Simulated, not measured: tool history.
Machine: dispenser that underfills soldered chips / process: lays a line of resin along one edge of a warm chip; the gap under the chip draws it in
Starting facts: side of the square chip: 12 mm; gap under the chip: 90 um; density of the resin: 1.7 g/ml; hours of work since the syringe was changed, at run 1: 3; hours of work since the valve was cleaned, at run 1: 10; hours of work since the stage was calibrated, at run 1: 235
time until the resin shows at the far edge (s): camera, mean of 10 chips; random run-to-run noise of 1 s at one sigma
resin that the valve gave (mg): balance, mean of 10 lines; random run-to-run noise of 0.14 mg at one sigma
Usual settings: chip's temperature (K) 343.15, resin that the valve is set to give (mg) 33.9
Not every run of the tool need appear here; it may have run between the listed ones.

| run | hour | chip's temperature (K) | resin that the valve is set to give (mg) | hours of work since the syringe was changed | hours of work since the valve was cleaned | hours of work since the stage was calibrated | time until the resin shows at the far edge (s) | resin that the valve gave (mg) |
|---|---|---|---|---|---|---|---|---|
| 1 | 0.0 | 343.15 | 33.9 | 3 | 10 | 235 | 116.0 | 33.74 |
| 2 | 4.7 | 343.15 | 33.9 | 6 | 14 | 238 | 138.6 | 33.43 |
|  | 8.4 | new syringe of resin |
| 3 | 10.7 | 334.15 | 33.9 | 1 | 17 | 242 | 151.4 | 33.55 |
| 4 | 19.0 | 335.15 | 33.9 | 7 | 23 | 247 | 192.6 | 33.32 |
|  | 21.1 | new syringe of resin |
| 5 | 26.3 | 335.15 | 33.9 | 3 | 27 | 252 | 158.6 | 33.50 |
|  | 34.0 | new syringe of resin |
| 6 | 35.7 | 335.15 | 33.9 | 1 | 33 | 258 | 142.4 | 33.11 |
| 7 | 45.1 | 343.15 | 33.9 | 7 | 39 | 264 | 147.8 | 33.16 |
|  | 47.0 | new syringe of resin |
| 8 | 54.3 | 343.15 | 33.9 | 5 | 45 | 270 | 129.9 | 33.02 |
| 9 | 58.9 | 343.15 | 33.9 | 8 | 48 | 273 | 152.2 | 32.99 |
|  | 59.9 | new syringe of resin |
| 10 | 67.6 | 343.15 | 33.9 | 5 | 53 | 278 | 131.7 | 32.98 |
|  | 72.5 | new syringe of resin |
| 11 | 73.7 | 341.15 | 34.3 | 1 | 57 | 282 | 114.0 | 33.45 |
| 12 | 82.7 | 341.15 | 34.3 | 7 | 63 | 288 | 155.6 | 33.26 |
|  | 85.5 | new syringe of resin |
| 13 | 90.7 | 341.15 | 34.3 | 3 | 68 | 293 | 129.5 | 32.85 |
| 14 | 94.8 | 341.15 | 34.3 | 6 | 71 | 296 | 150.8 | 33.22 |
|  | 98.2 | new syringe of resin |
| 15 | 100.3 | 339.15 | 43.1 | 1 | 74 | 299 | 122.4 | 41.45 |
| 16 | 109.2 | 343.15 | 38.9 | 7 | 80 | 305 | 146.7 | 37.37 |
|  | 110.8 | new syringe of resin |
| 17 | 114.7 | 330.15 | 43.8 | 3 | 83 | 308 | 178.0 | 42.23 |
| 18 | 120.5 | 349.15 | 33.3 | 6 | 87 | 312 | 119.3 | 32.08 |
|  | 123.8 | new syringe of resin |
| 19 | 129.0 | 349.15 | 33.3 | 3 | 92 | 317 | 100.5 | 31.54 |
| 20 | 134.3 | 351.15 | 33.9 | 7 | 96 | 321 | 116.4 | 32.49 |

Below are 5 alternative next runs, each starting from the tool's condition after run 20. Predict each:
|  | 136.5 | new syringe of resin |
| A | 143.3 | 339.15 | 29.9 | 4 | 101 | 326 | ? | ? |
|  | 136.5 | new syringe of resin |
| B | 143.3 | 337.15 | 33.9 | 4 | 101 | 326 | ? | ? |
|  | 136.5 | new syringe of resin |
| C | 143.3 | 339.15 | 31.5 | 4 | 101 | 326 | ? | ? |
|  | 136.5 | new syringe of resin |
| D | 143.3 | 344.15 | 33.9 | 4 | 101 | 326 | ? | ? |
|  | 136.5 | new syringe of resin |
| E | 143.3 | 350.15 | 35.6 | 4 | 101 | 326 | ? | ? |

| run | time until the resin shows at the far edge (s) | resin that the valve gave (mg) |
|---|---|---|
| A | 155.8 | 28.46 |
| B | 159.4 | 32.29 |
| C | 150.6 | 29.77 |
| D | 126.2 | 32.24 |
| E | 99.3 | 33.80 |
What these runs would have given with no unlogged condition in the tool:
| run | time until the resin shows at the far edge (s) | resin that the valve gave (mg) |
|---|---|---|
| A | 117.9 | 29.90 |
| B | 121.2 | 33.92 |
| C | 114.1 | 31.27 |
| D | 96.1 | 33.87 |
| E | 75.8 | 35.51 |
